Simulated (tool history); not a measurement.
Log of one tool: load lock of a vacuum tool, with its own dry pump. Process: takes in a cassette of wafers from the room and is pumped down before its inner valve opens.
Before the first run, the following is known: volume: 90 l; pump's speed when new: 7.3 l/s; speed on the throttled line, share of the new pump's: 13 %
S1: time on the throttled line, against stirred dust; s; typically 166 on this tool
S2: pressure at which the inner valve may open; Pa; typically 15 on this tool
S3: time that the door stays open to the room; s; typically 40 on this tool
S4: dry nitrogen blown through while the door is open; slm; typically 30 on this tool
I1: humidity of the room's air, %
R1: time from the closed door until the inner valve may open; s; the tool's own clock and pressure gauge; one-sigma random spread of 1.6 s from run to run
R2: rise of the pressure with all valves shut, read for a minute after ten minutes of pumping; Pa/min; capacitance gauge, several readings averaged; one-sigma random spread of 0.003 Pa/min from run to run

run,day,S1,S2,S3,S4,I1,R1,R2
1,0,166,15,40,30,45.2,252.9,0.025
2,8.212,166,15,40,30,46,255.1,0.035
3,12.429,215,15,40,30,41.8,299.5,0.035
4,19.55,215,15,40,30,46.1,295.5,0.033
5,26.192,215,15,40,30,47.5,301.1,0.03
6,30.55,215,15,40,30,44.2,297.3,0.032
7,40.175,215,25,40,30,47.6,290.7,0.033
8,49.65,166,14,40,31,47.5,254.4,0.046
9,54.183,166,22,40,31,47.6,252.9,0.039
10,62.5,166,22,40,31,43.8,248.7,0.044

5 ways to go on from here, each from the tool as it stands after run 10. What would each give?
A,68.4,95,22,40,7,45.5,?,?
B,68.4,233,22,30,7,44.9,?,?
C,68.4,166,20,49,8,43.4,?,?
D,68.4,223,10,40,5,45.5,?,?
E,68.4,166,20,40,24,41.3,?,?

run,R1,R2
A,189.7,0.056
B,306.7,0.051
C,251.2,0.054
D,311.9,0.054
E,248.2,0.045
Without the tool's hidden state the same runs would have given:
run,R1,R2
A,187.7,0.024
B,305.1,0.02
C,249.4,0.022
D,310,0.023
E,246.4,0.014
